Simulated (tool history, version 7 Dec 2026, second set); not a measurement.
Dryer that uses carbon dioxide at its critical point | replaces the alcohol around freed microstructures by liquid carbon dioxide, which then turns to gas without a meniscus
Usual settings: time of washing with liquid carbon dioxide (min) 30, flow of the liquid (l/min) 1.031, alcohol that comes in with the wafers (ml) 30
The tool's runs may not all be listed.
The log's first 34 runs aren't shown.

| run | hour | time of washing with liquid carbon dioxide (min) | flow of the liquid (l/min) | alcohol that comes in with the wafers (ml) | alcohol left in the vessel before it's heated (ppm by volume) |
|---|---|---|---|---|---|
|  | 1040.1 | inlet filter changed |
| 35 | 1052.8 | 20 | 1.72 | 77 | 194 |
| 36 | 1071.1 | 19 | 1.031 | 48 | 376 |
| 37 | 1111.8 | 19 | 1.031 | 48 | 383 |
| 38 | 1140.7 | 19 | 1.031 | 48 | 374 |
| 39 | 1174.5 | 19 | 1.63 | 95 | 236 |
| 40 | 1198.8 | 41 | 0.88 | 51 | 208 |
| 41 | 1216.2 | 23 | 0.92 | 21 | 279 |
| 42 | 1251.4 | 23 | 0.92 | 21 | 281 |
| 43 | 1283.6 | 19 | 1.031 | 38 | 409 |
| 44 | 1316.5 | 18 | 0.98 | 38 | 488 |
| 45 | 1346.6 | 30 | 1.031 | 54 | 272 |
| 46 | 1367.1 | 30 | 1.031 | 54 | 272 |
| 47 | 1384.9 | 30 | 1.031 | 119 | 313 |

Forecast each of these 3 alternatives for the next run:
| A | 1411.9 | 44 | 1.72 | 30 | ? |
| B | 1411.9 | 43 | 1.031 | 83 | ? |
| C | 1411.9 | 22 | 0.87 | 114 | ? |

| run | alcohol left in the vessel before it's heated (ppm by volume) |
|---|---|
| A | 272 |
| B | 251 |
| C | 870 |
Without the tool's hidden state the same runs would have given:
| run | alcohol left in the vessel before it's heated (ppm by volume) |
|---|---|
| A | 14 |
| B | 0 |
| C | 484 |
